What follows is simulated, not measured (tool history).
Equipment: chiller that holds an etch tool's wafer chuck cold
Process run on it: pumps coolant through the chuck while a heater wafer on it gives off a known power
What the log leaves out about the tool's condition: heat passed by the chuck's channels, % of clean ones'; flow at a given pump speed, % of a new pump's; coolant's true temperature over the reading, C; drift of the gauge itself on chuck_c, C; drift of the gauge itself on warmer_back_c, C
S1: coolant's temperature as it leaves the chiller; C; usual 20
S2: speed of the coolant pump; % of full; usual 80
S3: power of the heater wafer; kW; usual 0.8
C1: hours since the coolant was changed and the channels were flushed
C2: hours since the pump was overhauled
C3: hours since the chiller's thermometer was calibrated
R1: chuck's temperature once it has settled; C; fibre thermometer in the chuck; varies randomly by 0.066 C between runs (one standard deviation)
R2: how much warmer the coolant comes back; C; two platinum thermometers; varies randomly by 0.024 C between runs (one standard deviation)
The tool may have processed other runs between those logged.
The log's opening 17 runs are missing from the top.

run	hour	S1	S2	S3	C1	C2	C3	R1	R2
18	496.6	28	80	1.194	2404	1316	988	39.76	4.05
19	527.7	11	80	0.609	2435	1347	1019	16.92	2.09
20	563.3	12	80	0.941	2471	1383	1054	21.13	3.16
21	587.8	17	75	1.07	2496	1407	1079	28.23	3.91
22	609.5	10	63	0.85	2517	1429	1101	20.45	3.65
23	641.8	19	82	0.948	2550	1461	1133	28.14	3.13
24	669.4	17	80	0.8	2577	1489	1160	24.75	2.73
25	688.1	17	80	0.8	2596	1508	1179	24.85	2.73
26	718.3	19	80	0.718	2626	1538	1209	25.89	2.48
27	749.2	26	87	0.733	2657	1569	1240	32.52	2.28
28	786.3	12	79	0.674	2694	1606	1277	18.61	2.38
29	809.1	12	79	0.674	2717	1629	1300	18.63	2.3
30	829.3	12	79	0.674	2737	1649	1320	18.67	2.3
31	859.4	20	95	0.8	2767	1679	1351	26.63	2.31
32	885	27	95	0.8	2793	1705	1376	33.68	2.29
33	914.8	27	95	0.8	2823	1734	1406	33.7	2.31

What if the next run were any one of these 3? Each begins from the tool's condition after run 33:
A	950.1	12	72	1.178	2858	1770	1441	?	?
B	950.1	20	80	0.469	2858	1770	1441	?	?
C	950.1	16	79	0.651	2858	1770	1441	?	?

run	R1	R2
A	24.97	4.53
B	24.41	1.6
C	22.5	2.29
With the hidden condition removed and each run's random variation left untouched, the same runs would have given:
run	R1	R2
A	23.83	4.23
B	24.36	1.49
C	22.2	2.14
